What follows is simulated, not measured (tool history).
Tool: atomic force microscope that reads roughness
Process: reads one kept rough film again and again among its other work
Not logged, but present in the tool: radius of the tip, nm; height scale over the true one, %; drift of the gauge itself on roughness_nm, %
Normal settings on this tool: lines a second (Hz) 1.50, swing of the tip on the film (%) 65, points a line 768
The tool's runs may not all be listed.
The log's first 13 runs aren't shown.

run	hour	lines a second (Hz)	swing of the tip on the film (%)	points a line	pictures with this tip	hours of work since the height scale was calibrated	roughness of the kept film (nm (root mean square))
14	288.7	1.50	86	768	299	530	0.434
# hour 300.7: new tip fitted
15	302.5	1.50	86	768	2	537	0.467
16	331.2	1.50	65	993	34	553	0.517
17	355.0	1.50	65	993	60	567	0.517
18	379.6	1.50	65	993	87	581	0.518
19	392.8	1.50	60	352	101	588	0.507
20	416.0	0.81	65	768	126	601	0.520
21	437.8	0.64	69	664	150	614	0.520

Run 22 has not been measured yet. What should we expect?
22	465.8	0.64	69	664	181	629	?

roughness of the kept film (nm (root mean square)): 0.511
Were there no unlogged condition in the tool, this run, its random variation unchanged, would have produced roughness of the kept film (nm (root mean square)) 0.538.
